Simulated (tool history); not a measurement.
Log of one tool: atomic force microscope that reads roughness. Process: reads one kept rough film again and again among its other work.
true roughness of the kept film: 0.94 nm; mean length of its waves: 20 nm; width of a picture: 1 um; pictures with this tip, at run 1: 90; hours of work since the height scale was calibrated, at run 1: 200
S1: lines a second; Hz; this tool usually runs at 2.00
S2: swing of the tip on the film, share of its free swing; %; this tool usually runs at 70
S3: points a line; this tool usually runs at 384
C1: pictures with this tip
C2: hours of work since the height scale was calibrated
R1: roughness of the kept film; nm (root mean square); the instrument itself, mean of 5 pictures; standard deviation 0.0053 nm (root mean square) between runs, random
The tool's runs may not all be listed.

run	hour	S1	S2	S3	C1	C2	R1
1	0.0	2.00	70	384	90	200	0.812
2	13.2	2.00	70	384	119	210	0.786
3	24.0	2.00	76	384	143	218	0.767
4	34.9	2.00	76	384	167	226	0.764
5	45.4	2.00	76	384	191	234	0.740
# hour 49.1: new tip fitted
6	53.9	2.00	76	384	11	240	0.829
7	71.0	2.00	76	384	49	252	0.803
8	79.9	2.00	76	647	68	259	0.810
9	90.3	2.00	76	647	92	267	0.794
10	104.1	2.00	70	384	122	277	0.781
11	118.9	2.00	70	384	155	288	0.765
12	130.6	2.14	83	544	181	297	0.733
# hour 139.0: new tip fitted
13	147.1	2.14	83	544	18	308	0.818
14	158.5	0.53	83	820	43	317	0.840
15	174.1	3.99	62	392	78	329	0.809
# hour 176.1: height scale calibrated on a step standard
16	188.9	1.21	67	387	108	10	0.795
17	204.8	1.21	67	387	144	21	0.783
18	218.4	1.37	69	387	174	31	0.760
# hour 230.0: new tip fitted
19	235.5	0.53	85	714	12	44	0.862
20	249.9	0.53	85	714	44	55	0.848
21	266.4	2.60	82	415	81	67	0.766
# hour 275.5: height scale calibrated on a step standard, once more
22	281.9	2.66	70	384	113	5	0.785

Predict each of these 5 candidate next runs independently; none follows another, all start after run 22:
A	295.5	2.10	80	339	143	15	?
B	295.5	2.00	72	940	143	15	?
C	295.5	1.28	74	419	143	15	?
D	295.5	2.66	76	384	143	15	?
E	295.5	2.00	62	384	143	15	?

run	R1
A	0.740
B	0.779
C	0.768
D	0.745
E	0.787
Without the tool's hidden state the same runs would have given:
run	R1
A	0.822
B	0.864
C	0.853
D	0.826
E	0.873

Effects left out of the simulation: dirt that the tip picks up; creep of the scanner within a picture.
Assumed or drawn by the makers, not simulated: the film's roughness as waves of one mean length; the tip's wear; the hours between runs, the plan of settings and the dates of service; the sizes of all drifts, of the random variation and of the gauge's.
